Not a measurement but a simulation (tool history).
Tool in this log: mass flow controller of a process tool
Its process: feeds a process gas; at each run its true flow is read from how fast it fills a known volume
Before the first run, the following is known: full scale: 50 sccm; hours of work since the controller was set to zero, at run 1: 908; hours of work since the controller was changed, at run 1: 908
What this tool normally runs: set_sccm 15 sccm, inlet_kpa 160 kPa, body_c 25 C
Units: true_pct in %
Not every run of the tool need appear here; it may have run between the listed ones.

run,hour,set_sccm,inlet_kpa,body_c,hours of work since the controller was set to zero,hours of work since the controller was changed,true_pct
1,0.0,15,160,25,908,908,97.41
2,134.7,15,160,25,957,957,97.31
3,309.6,15,160,25,1020,1020,97.26
4,432.3,15,160,25,1064,1064,97.37
5,633.5,15,183,25,1137,1137,97.43
6,825.2,15,183,25,1206,1206,97.41
7,1089.1,15,183,24,1301,1301,97.32
8,1203.1,15,160,25,1342,1342,97.09
9,1465.3,15,160,25,1437,1437,97.14
10,1697.4,15,160,25,1520,1520,97.11
11,1926.1,15,160,25,1603,1603,97.14
12,2087.0,11,160,26,1661,1661,96.50
13,2203.7,15,280,26,1703,1703,97.67
14,2405.2,15,257,29,1776,1776,97.87
15,2638.6,15,166,39,1860,1860,97.85
16,2787.7,15,166,39,1914,1914,97.73
17,2986.3,10,217,34,1985,1985,96.78
18,3180.6,18,196,38,2055,2055,98.13
19,3439.5,18,196,38,2149,2149,98.11
20,3632.4,18,196,38,2218,2218,98.03
21,3867.5,8,243,22,2303,2303,95.36

Alternative continuations, all from the tool just after run 21; predict every row:
A,3982.3,9,154,24,2345,2345,?
B,3982.3,16,203,21,2345,2345,?
C,3982.3,11,243,32,2345,2345,?
D,3982.3,9,247,32,2345,2345,?
E,3982.3,8,190,35,2345,2345,?

run,true_pct
A,95.36
B,97.03
C,96.83
D,96.22
E,95.60
Take away the tool's hidden state, keep each run's random variation, and the runs would have read:
run,true_pct
A,97.76
B,98.19
C,98.71
D,98.61
E,98.35
